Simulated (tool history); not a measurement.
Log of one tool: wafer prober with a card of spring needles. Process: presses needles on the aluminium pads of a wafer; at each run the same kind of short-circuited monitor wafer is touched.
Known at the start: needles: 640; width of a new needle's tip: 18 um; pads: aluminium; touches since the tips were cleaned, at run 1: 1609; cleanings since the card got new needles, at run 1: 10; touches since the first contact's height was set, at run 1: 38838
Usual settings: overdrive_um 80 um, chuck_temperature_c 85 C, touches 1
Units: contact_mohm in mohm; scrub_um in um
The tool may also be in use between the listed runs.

| run | day | overdrive_um | chuck_temperature_c | touches | touches since the tips were cleaned | cleanings since the card got new needles | touches since the first contact's height was set | contact_mohm | scrub_um |
|---|---|---|---|---|---|---|---|---|---|
| 1 | 0 | 80 | 85 | 1 | 1609 | 10 | 38838 | 160 | 17.98 |
|  | 0.142 | tips cleaned on abrasive film |
|  | 0.488 | tips cleaned on abrasive film |
|  | 0.767 | tips cleaned on abrasive film |
|  | 1.112 | tips cleaned on abrasive film |
|  | 1.392 | tips cleaned on abrasive film |
|  | 1.742 | tips cleaned on abrasive film |
|  | 2.021 | tips cleaned on abrasive film |
|  | 2.296 | tips cleaned on abrasive film |
|  | 2.629 | tips cleaned on abrasive film |
| 2 | 2.629 | 80 | 85 | 1 | 0 | 19 | 68121 | 156 | 17.89 |
|  | 2.908 | tips cleaned on abrasive film |
|  | 3.254 | tips cleaned on abrasive film |
|  | 3.533 | tips cleaned on abrasive film |
|  | 3.879 | tips cleaned on abrasive film |
|  | 4.2 | tips cleaned on abrasive film |
| 3 | 4.2 | 80 | 85 | 1 | 0 | 24 | 85632 | 156 | 17.9 |
|  | 4.546 | tips cleaned on abrasive film |
|  | 4.892 | tips cleaned on abrasive film |
|  | 5.242 | tips cleaned on abrasive film |
|  | 5.517 | tips cleaned on abrasive film |
| 4 | 5.771 | 80 | 85 | 1 | 2846 | 28 | 103214 | 155 | 17.86 |
|  | 5.842 | tips cleaned on abrasive film |
|  | 6.121 | tips cleaned on abrasive film |
|  | 6.4 | tips cleaned on abrasive film |
|  | 6.746 | tips cleaned on abrasive film |
|  | 7.025 | tips cleaned on abrasive film |
|  | 7.304 | tips cleaned on abrasive film |
| 5 | 7.304 | 80 | 85 | 1 | 0 | 34 | 120281 | 156 | 17.86 |
|  | 7.592 | tips cleaned on abrasive film |
|  | 7.871 | tips cleaned on abrasive film |
|  | 8.15 | tips cleaned on abrasive film |
|  | 8.496 | tips cleaned on abrasive film |
| 6 | 8.508 | 80 | 85 | 1 | 122 | 38 | 133693 | 153 | 17.87 |
|  | 8.788 | tips cleaned on abrasive film |
|  | 9.133 | tips cleaned on abrasive film |
|  | 9.412 | tips cleaned on abrasive film |
|  | 9.692 | tips cleaned on abrasive film |
| 7 | 9.95 | 80 | 30 | 1 | 2920 | 42 | 149801 | 147 | 17.8 |
|  | 10.021 | tips cleaned on abrasive film |
|  | 10.104 | height of the first contact set anew |
|  | 10.383 | tips cleaned on abrasive film |
|  | 10.729 | tips cleaned on abrasive film |
|  | 11.008 | tips cleaned on abrasive film |
|  | 11.354 | tips cleaned on abrasive film |
| 8 | 11.529 | 80 | 30 | 1 | 1975 | 47 | 15937 | 146 | 17.82 |
|  | 11.671 | tips cleaned on abrasive film |
|  | 11.95 | tips cleaned on abrasive film |
|  | 12.296 | tips cleaned on abrasive film |
|  | 12.575 | tips cleaned on abrasive film |
|  | 12.925 | tips cleaned on abrasive film |
| 9 | 13.171 | 80 | 30 | 1 | 2776 | 52 | 34225 | 145 | 17.8 |
|  | 13.242 | tips cleaned on abrasive film |
|  | 13.521 | tips cleaned on abrasive film |
|  | 13.867 | tips cleaned on abrasive film |
|  | 14.146 | tips cleaned on abrasive film |
|  | 14.496 | tips cleaned on abrasive film |
|  | 14.842 | tips cleaned on abrasive film |
| 10 | 15.033 | 80 | 74 | 1 | 2173 | 58 | 55014 | 156 | 17.75 |
|  | 15.175 | tips cleaned on abrasive film |
|  | 15.454 | tips cleaned on abrasive film |
|  | 15.8 | tips cleaned on abrasive film |
|  | 16.079 | tips cleaned on abrasive film |
|  | 16.425 | tips cleaned on abrasive film |
|  | 16.775 | tips cleaned on abrasive film |
|  | 17.054 | tips cleaned on abrasive film |
|  | 17.4 | tips cleaned on abrasive film |
| 11 | 17.454 | 77 | 85 | 1 | 631 | 66 | 82016 | 160 | 17.15 |
|  | 17.733 | tips cleaned on abrasive film |
|  | 18.012 | tips cleaned on abrasive film |
|  | 18.358 | tips cleaned on abrasive film |
|  | 18.708 | tips cleaned on abrasive film |
|  | 19.054 | tips cleaned on abrasive film |
|  | 19.4 | tips cleaned on abrasive film |
|  | 19.75 | tips cleaned on abrasive film |
| 12 | 19.95 | 64 | 86 | 1 | 2288 | 73 | 109899 | 156 | 14.23 |
|  | 20.092 | tips cleaned on abrasive film |
|  | 20.371 | tips cleaned on abrasive film |
|  | 20.721 | tips cleaned on abrasive film |
|  | 21.067 | tips cleaned on abrasive film |
|  | 21.346 | tips cleaned on abrasive film |
|  | 21.692 | tips cleaned on abrasive film |
| 13 | 21.95 | 72 | 86 | 1 | 2907 | 79 | 132196 | 159 | 15.95 |
|  | 22.021 | tips cleaned on abrasive film |
|  | 22.371 | tips cleaned on abrasive film |
|  | 22.717 | tips cleaned on abrasive film |
|  | 23.062 | tips cleaned on abrasive film |
|  | 23.412 | tips cleaned on abrasive film |
|  | 23.696 | height of the first contact set anew |
|  | 23.771 | tips cleaned on abrasive film |
|  | 24.117 | tips cleaned on abrasive film |
| 14 | 24.329 | 85 | 86 | 1 | 2388 | 86 | 7041 | 152 | 18.87 |
|  | 24.404 | tips cleaned on abrasive film |
|  | 24.75 | tips cleaned on abrasive film |
|  | 25.029 | tips cleaned on abrasive film |
|  | 25.375 | tips cleaned on abrasive film |
|  | 25.654 | tips cleaned on abrasive film |
|  | 26 | tips cleaned on abrasive film |
|  | 26.35 | tips cleaned on abrasive film |
| 15 | 26.388 | 85 | 32 | 1 | 456 | 93 | 29994 | 144 | 18.85 |
|  | 26.667 | tips cleaned on abrasive film |
|  | 26.946 | tips cleaned on abrasive film |
|  | 27.292 | tips cleaned on abrasive film |
|  | 27.642 | tips cleaned on abrasive film |
|  | 27.988 | tips cleaned on abrasive film |
| 16 | 28.204 | 85 | 32 | 1 | 2434 | 98 | 50267 | 144 | 18.86 |
|  | 28.275 | tips cleaned on abrasive film |
|  | 28.621 | tips cleaned on abrasive film |
|  | 28.971 | tips cleaned on abrasive film |
|  | 29.317 | tips cleaned on abrasive film |
|  | 29.667 | tips cleaned on abrasive film |
| 17 | 29.725 | 85 | 32 | 1 | 675 | 103 | 67225 | 146 | 18.78 |
|  | 30.004 | tips cleaned on abrasive film |
|  | 30.35 | tips cleaned on abrasive film |
|  | 30.629 | tips cleaned on abrasive film |
|  | 30.975 | tips cleaned on abrasive film |
| 18 | 31.25 | 85 | 32 | 1 | 3077 | 107 | 84262 | 146 | 18.78 |
|  | 31.321 | tips cleaned on abrasive film |
|  | 31.667 | tips cleaned on abrasive film |
|  | 32.017 | tips cleaned on abrasive film |
|  | 32.362 | tips cleaned on abrasive film |
|  | 32.708 | tips cleaned on abrasive film |
|  | 33.058 | tips cleaned on abrasive film |
| 19 | 33.138 | 80 | 30 | 2 | 926 | 113 | 105354 | 147 | 17.71 |
|  | 33.35 | tips cleaned on abrasive film |
|  | 33.696 | tips cleaned on abrasive film |
|  | 33.975 | tips cleaned on abrasive film |
|  | 34.321 | tips cleaned on abrasive film |
|  | 34.671 | tips cleaned on abrasive film |
|  | 35.017 | tips cleaned on abrasive film |
| 20 | 35.104 | 80 | 30 | 2 | 989 | 119 | 127287 | 144 | 17.65 |
|  | 35.312 | tips cleaned on abrasive film |
|  | 35.592 | tips cleaned on abrasive film |
|  | 35.942 | tips cleaned on abrasive film |
|  | 36.288 | tips cleaned on abrasive film |
|  | 36.567 | tips cleaned on abrasive film |
|  | 36.912 | tips cleaned on abrasive film |
|  | 37.262 | tips cleaned on abrasive film |
|  | 37.275 | height of the first contact set anew |
|  | 37.621 | tips cleaned on abrasive film |
| 21 | 37.779 | 83 | 85 | 1 | 1803 | 127 | 5681 | 157 | 18.24 |
|  | 37.921 | tips cleaned on abrasive film |
|  | 38.2 | tips cleaned on abrasive film |
|  | 38.546 | tips cleaned on abrasive film |
|  | 38.896 | tips cleaned on abrasive film |
|  | 39.242 | tips cleaned on abrasive film |
| 22 | 39.458 | 90 | 120 | 1 | 2427 | 132 | 24397 | 163 | 19.88 |

4 ways to go on from here, each from the tool as it stands after run 22. What would each give?
|  | 39.529 | tips cleaned on abrasive film |
|  | 39.808 | tips cleaned on abrasive film |
|  | 40.154 | tips cleaned on abrasive film |
|  | 40.433 | tips cleaned on abrasive film |
|  | 40.779 | tips cleaned on abrasive film |
|  | 41.058 | tips cleaned on abrasive film |
| A | 41.062 | 86 | 94 | 3 | 43 | 138 | 42273 | ? | ? |
|  | 39.529 | tips cleaned on abrasive film |
|  | 39.808 | tips cleaned on abrasive film |
|  | 40.154 | tips cleaned on abrasive film |
|  | 40.433 | tips cleaned on abrasive film |
|  | 40.779 | tips cleaned on abrasive film |
|  | 41.058 | tips cleaned on abrasive film |
| B | 41.062 | 71 | 120 | 1 | 43 | 138 | 42273 | ? | ? |
|  | 39.529 | tips cleaned on abrasive film |
|  | 39.808 | tips cleaned on abrasive film |
|  | 40.154 | tips cleaned on abrasive film |
|  | 40.433 | tips cleaned on abrasive film |
|  | 40.779 | tips cleaned on abrasive film |
|  | 41.058 | tips cleaned on abrasive film |
| C | 41.062 | 65 | 58 | 2 | 43 | 138 | 42273 | ? | ? |
|  | 39.529 | tips cleaned on abrasive film |
|  | 39.808 | tips cleaned on abrasive film |
|  | 40.154 | tips cleaned on abrasive film |
|  | 40.433 | tips cleaned on abrasive film |
|  | 40.779 | tips cleaned on abrasive film |
|  | 41.058 | tips cleaned on abrasive film |
| D | 41.062 | 80 | 64 | 1 | 43 | 138 | 42273 | ? | ? |

| run | contact_mohm | scrub_um |
|---|---|---|
| A | 155 | 18.94 |
| B | 161 | 15.67 |
| C | 152 | 14.31 |
| D | 151 | 17.57 |
Without the tool's hidden state the same runs would have given:
| run | contact_mohm | scrub_um |
|---|---|---|
| A | 155 | 19.32 |
| B | 161 | 15.99 |
| C | 152 | 14.6 |
| D | 151 | 17.93 |
